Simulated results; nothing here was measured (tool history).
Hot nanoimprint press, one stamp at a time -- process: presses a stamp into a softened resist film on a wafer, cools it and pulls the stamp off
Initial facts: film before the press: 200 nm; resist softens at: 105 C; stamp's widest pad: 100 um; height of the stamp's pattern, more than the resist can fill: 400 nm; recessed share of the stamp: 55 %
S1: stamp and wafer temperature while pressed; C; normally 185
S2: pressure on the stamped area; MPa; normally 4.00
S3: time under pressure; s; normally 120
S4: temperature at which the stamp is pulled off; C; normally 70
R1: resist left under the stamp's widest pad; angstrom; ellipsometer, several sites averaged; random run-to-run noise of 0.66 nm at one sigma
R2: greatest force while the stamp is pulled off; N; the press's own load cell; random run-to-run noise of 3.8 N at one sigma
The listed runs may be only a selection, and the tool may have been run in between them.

| run | hour | S1 | S2 | S3 | S4 | R1 | R2 |
|---|---|---|---|---|---|---|---|
| 1 | 0.0 | 185 | 4.00 | 120 | 70 | 664 | 245 |
| 2 | 45.7 | 185 | 4.00 | 120 | 76 | 666 | 239 |
| 3 | 93.4 | 185 | 4.00 | 120 | 63 | 661 | 262 |
|  | 115.2 | stamp cleaned and given a new release coat |
|  | 121.6 | plate thermocouple calibrated |
| 4 | 150.7 | 185 | 4.00 | 120 | 63 | 615 | 240 |
| 5 | 225.2 | 185 | 4.00 | 120 | 63 | 605 | 237 |
| 6 | 292.5 | 185 | 4.00 | 120 | 63 | 610 | 249 |
| 7 | 341.6 | 185 | 4.00 | 120 | 63 | 590 | 255 |
|  | 350.9 | plate thermocouple calibrated, once more |
| 8 | 411.7 | 185 | 4.00 | 120 | 63 | 734 | 259 |
| 9 | 471.0 | 185 | 4.00 | 120 | 63 | 712 | 265 |
|  | 505.1 | stamp cleaned and given a new release coat |
| 10 | 508.3 | 185 | 5.44 | 120 | 70 | 626 | 227 |
| 11 | 552.2 | 185 | 5.44 | 120 | 70 | 626 | 243 |
| 12 | 629.8 | 185 | 4.00 | 61 | 70 | 945 | 240 |
| 13 | 700.6 | 176 | 4.00 | 120 | 70 | 1084 | 242 |
| 14 | 751.1 | 176 | 4.00 | 120 | 70 | 1087 | 249 |
| 15 | 798.5 | 185 | 5.48 | 120 | 70 | 592 | 247 |
| 16 | 838.9 | 185 | 5.48 | 120 | 70 | 595 | 248 |
|  | 885.6 | stamp cleaned and given a new release coat |
| 17 | 896.4 | 185 | 5.48 | 120 | 70 | 597 | 231 |
| 18 | 942.7 | 187 | 5.48 | 120 | 65 | 544 | 239 |
| 19 | 982.7 | 175 | 5.82 | 146 | 72 | 862 | 235 |
| 20 | 1040.1 | 175 | 5.82 | 146 | 72 | 889 | 226 |
| 21 | 1089.4 | 175 | 5.82 | 146 | 72 | 881 | 237 |
| 22 | 1135.8 | 195 | 4.00 | 120 | 70 | 409 | 244 |
| 23 | 1170.6 | 195 | 4.00 | 120 | 70 | 408 | 250 |
|  | 1180.4 | plate thermocouple calibrated |
| 24 | 1213.1 | 191 | 4.00 | 217 | 70 | 419 | 247 |
| 25 | 1253.4 | 178 | 3.81 | 119 | 76 | 1034 | 248 |
|  | 1271.3 | stamp cleaned and given a new release coat |
| 26 | 1294.0 | 189 | 3.23 | 63 | 78 | 853 | 218 |
| 27 | 1353.3 | 189 | 3.23 | 63 | 78 | 865 | 226 |
| 28 | 1424.4 | 189 | 3.23 | 63 | 78 | 849 | 228 |
| 29 | 1486.3 | 193 | 4.00 | 168 | 70 | 428 | 243 |
| 30 | 1540.5 | 193 | 4.00 | 168 | 70 | 409 | 249 |
| 31 | 1602.6 | 185 | 4.00 | 156 | 60 | 628 | 273 |

Branching from run 31: 3 alternative next runs. What would each branch give?
|  | 1650.7 | stamp cleaned and given a new release coat |
| A | 1684.5 | 174 | 4.00 | 231 | 72 | ? | ? |
|  | 1650.7 | stamp cleaned and given a new release coat |
| B | 1684.5 | 185 | 4.00 | 120 | 76 | ? | ? |
|  | 1650.7 | stamp cleaned and given a new release coat |
| C | 1684.5 | 185 | 2.71 | 204 | 65 | ? | ? |

| run | R1 | R2 |
|---|---|---|
| A | 931 | 236 |
| B | 695 | 223 |
| C | 668 | 244 |
Stripped of hidden state, with their random variation kept, the same runs would have yielded:
| run | R1 | R2 |
|---|---|---|
| A | 975 | 236 |
| B | 726 | 223 |
| C | 701 | 244 |

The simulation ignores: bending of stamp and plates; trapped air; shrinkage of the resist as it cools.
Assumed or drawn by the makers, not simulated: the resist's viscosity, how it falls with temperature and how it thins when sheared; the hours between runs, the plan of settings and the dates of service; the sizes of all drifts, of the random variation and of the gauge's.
